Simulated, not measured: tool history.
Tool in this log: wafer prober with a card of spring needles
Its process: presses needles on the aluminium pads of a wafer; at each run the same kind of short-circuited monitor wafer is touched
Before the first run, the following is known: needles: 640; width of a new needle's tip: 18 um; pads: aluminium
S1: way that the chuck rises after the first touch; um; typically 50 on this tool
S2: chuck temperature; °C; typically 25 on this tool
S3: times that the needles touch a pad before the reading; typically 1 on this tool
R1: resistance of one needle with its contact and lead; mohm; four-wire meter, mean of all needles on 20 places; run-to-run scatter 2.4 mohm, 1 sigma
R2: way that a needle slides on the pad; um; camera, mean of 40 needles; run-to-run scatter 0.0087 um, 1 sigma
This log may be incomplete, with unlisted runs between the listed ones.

run    hour  S1  S2  S3   R1      R2
  1     0.0  50  25   1  270  10.082
        4.8  -- tips cleaned on abrasive film
       26.4  -- tips cleaned on abrasive film
       46.9  -- tips cleaned on abrasive film
  2    61.1  50  25   1  274  10.094
       65.9  -- tips cleaned on abrasive film
       88.0  -- tips cleaned on abrasive film
      109.9  -- tips cleaned on abrasive film
      128.9  -- tips cleaned on abrasive film
  3   134.8  50  25   1  272  10.067
      147.9  -- tips cleaned on abrasive film
      165.6  -- height of the first contact set anew
      170.1  -- tips cleaned on abrasive film
  4   171.3  50  25   1  273  10.067
      192.4  -- tips cleaned on abrasive film
      212.0  -- tips cleaned on abrasive film
  5   221.2  50  25   1  273  10.055
      235.4  -- tips cleaned on abrasive film
      257.3  -- tips cleaned on abrasive film
  6   275.6  50  25   3  274  10.061
      280.3  -- tips cleaned on abrasive film
      303.9  -- tips cleaned on abrasive film
  7   314.9  50  25   1  270  10.050
      324.4  -- tips cleaned on abrasive film
      346.1  -- tips cleaned on abrasive film
  8   359.7  50  25   1  270  10.043
      368.3  -- tips cleaned on abrasive film
      391.8  -- tips cleaned on abrasive film
  9   399.4  50  25   1  275  10.044
      411.5  -- tips cleaned on abrasive film
      432.7  -- tips cleaned on abrasive film
      437.7  -- height of the first contact set anew
      456.4  -- tips cleaned on abrasive film
 10   462.4  50  25   1  272  10.010
      475.7  -- tips cleaned on abrasive film
      496.2  -- tips cleaned on abrasive film
 11   499.8  50  25   3  272  10.010
      517.1  -- tips cleaned on abrasive film
      538.9  -- tips cleaned on abrasive film
      560.2  -- tips cleaned on abrasive film
 12   561.7  50  25   3  271  10.000
      579.1  -- tips cleaned on abrasive film
      599.3  -- tips cleaned on abrasive film
      620.3  -- tips cleaned on abrasive film
 13   624.0  65  61   3  272  12.991
      642.9  -- tips cleaned on abrasive film
      665.3  -- tips cleaned on abrasive film
      686.2  -- tips cleaned on abrasive film
 14   688.3  65  98   3  288  13.004
      707.1  -- tips cleaned on abrasive film
      707.4  -- height of the first contact set anew
 15   725.3  65  98   3  290  12.985
      730.1  -- tips cleaned on abrasive film
      752.2  -- tips cleaned on abrasive film
      774.4  -- tips cleaned on abrasive film
 16   791.3  65  52   3  272  12.962
      796.0  -- tips cleaned on abrasive film
      800.7  -- gauge calibrated
      817.6  -- tips cleaned on abrasive film
      840.8  -- tips cleaned on abrasive film
 17   842.7  48  47   2  279   9.684
      860.6  -- tips cleaned on abrasive film
      883.2  -- tips cleaned on abrasive film
      902.5  -- tips cleaned on abrasive film
 18   902.5  63  65   2  274  12.691
      923.7  -- tips cleaned on abrasive film
      945.9  -- tips cleaned on abrasive film
      967.0  -- tips cleaned on abrasive film
      975.8  -- height of the first contact set anew
 19   975.8  47  32   2  275   9.468
      988.8  -- tips cleaned on abrasive film
     1009.3  -- tips cleaned on abrasive film
 20  1014.2  39  33   2  286   7.845
     1032.8  -- tips cleaned on abrasive film
 21  1047.2  50  95   1  298  10.074

Some steps in R2 between neighbouring runs. How much of each would the tool show without its hidden state too (settings, what came in, random variation), and how much is left for the hidden state, with any gauge scatter that isn't in both results?
The hidden state here: debris on the tips, nm; way that the needles fall short of the set height, um; tips' diameter, um; drift of the gauge itself on contact_mohm, %; drift of the gauge itself on scrub_um, %.
Run 12 -> 13: S1 50 -> 65, S2 25 -> 61, tips cleaned on abrasive film, tips cleaned on abrasive film, tips cleaned on abrasive film. R2 +2.991 um: hidden state -0.039, all else +3.030.
Run 16 -> 17: S1 65 -> 48, S2 52 -> 47, S3 3 -> 2, tips cleaned on abrasive film, gauge calibrated, tips cleaned on abrasive film, tips cleaned on abrasive film. R2 -3.278 um: hidden state +0.156, all else -3.434.
Run 18 -> 19: S1 63 -> 47, S2 65 -> 32, tips cleaned on abrasive film, tips cleaned on abrasive film, tips cleaned on abrasive film, height of the first contact set anew. R2 -3.223 um: hidden state -0.006, all else -3.217.

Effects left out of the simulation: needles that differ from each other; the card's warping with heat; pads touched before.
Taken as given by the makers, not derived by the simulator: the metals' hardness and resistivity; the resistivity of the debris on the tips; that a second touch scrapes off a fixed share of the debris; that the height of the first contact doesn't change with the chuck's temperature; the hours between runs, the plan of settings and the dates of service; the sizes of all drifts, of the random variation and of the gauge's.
